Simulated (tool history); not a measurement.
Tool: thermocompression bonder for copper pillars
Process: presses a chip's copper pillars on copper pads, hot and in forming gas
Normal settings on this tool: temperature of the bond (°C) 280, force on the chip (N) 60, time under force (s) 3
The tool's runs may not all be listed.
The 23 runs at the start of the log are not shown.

run	hour	temperature of the bond (°C)	force on the chip (N)	time under force (s)	force that shears a chip off (N)
24	760.7	280	60	3	56.9
25	782.1	263	47	3	42
26	802.3	263	47	3	42.2
# hour 841.1: forming gas filter changed
27	841.1	280	84	5	74.1
28	882.8	280	84	5	74.2
29	910.6	309	84	3	76
30	940.7	309	84	3	76.1
31	978.5	309	84	3	76.2
32	999.5	274	84	4	69.3
# hour 1014.2: gauge calibrated
33	1042.4	274	84	4	67.7
34	1069.6	257	54	3	43.3
35	1107.3	274	63	3	55.1
# hour 1124: forming gas filter changed
36	1128.6	294	63	7	73.4
37	1164.7	294	63	7	73.8
# hour 1178.2: heater calibrated with a thermocouple chip
38	1212.2	284	59	2	51

3 ways to go on from here, each from the tool as it stands after run 38. What would each give?
A	1256.4	280	60	2	?
B	1256.4	258	44	3	?
C	1256.4	280	43	4	?

run	force that shears a chip off (N)
A	49.9
B	38
C	49.7
With no hidden state in the tool, these same runs would have given:
run	force that shears a chip off (N)
A	49.6
B	37.7
C	49.4
